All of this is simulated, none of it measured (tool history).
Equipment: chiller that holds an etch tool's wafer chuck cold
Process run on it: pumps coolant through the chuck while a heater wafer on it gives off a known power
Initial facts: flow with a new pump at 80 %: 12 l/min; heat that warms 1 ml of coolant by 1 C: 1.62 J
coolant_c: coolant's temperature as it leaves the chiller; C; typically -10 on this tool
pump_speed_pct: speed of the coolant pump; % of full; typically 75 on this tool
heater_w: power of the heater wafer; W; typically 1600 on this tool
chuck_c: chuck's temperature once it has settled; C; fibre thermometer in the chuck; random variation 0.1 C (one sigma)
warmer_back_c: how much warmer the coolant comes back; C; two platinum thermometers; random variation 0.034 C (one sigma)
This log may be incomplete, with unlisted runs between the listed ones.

run,day,coolant_c,pump_speed_pct,heater_w,chuck_c,warmer_back_c
1,0.000,-10,75,1600,6.5,5.29
2,2.050,-10,75,1600,6.6,5.24
3,3.817,-10,75,1600,6.3,5.34
4,6.679,-10,75,1600,6.4,5.32
5,8.042,-10,75,1600,6.5,5.38
6,9.733,-10,75,1600,6.5,5.31
7,11.242,-10,75,1600,6.4,5.31
8,12.642,-10,75,1720,7.8,5.81

Expected results for the next run?
9,13.983,-9,71,1949,?,?

{"run 9": {"chuck_c": 12.1, "warmer_back_c": 6.86}}
With the hidden condition absent and the run-to-run variation left alone, this run would have shown chuck_c 10.7 C, warmer_back_c 6.73 C.

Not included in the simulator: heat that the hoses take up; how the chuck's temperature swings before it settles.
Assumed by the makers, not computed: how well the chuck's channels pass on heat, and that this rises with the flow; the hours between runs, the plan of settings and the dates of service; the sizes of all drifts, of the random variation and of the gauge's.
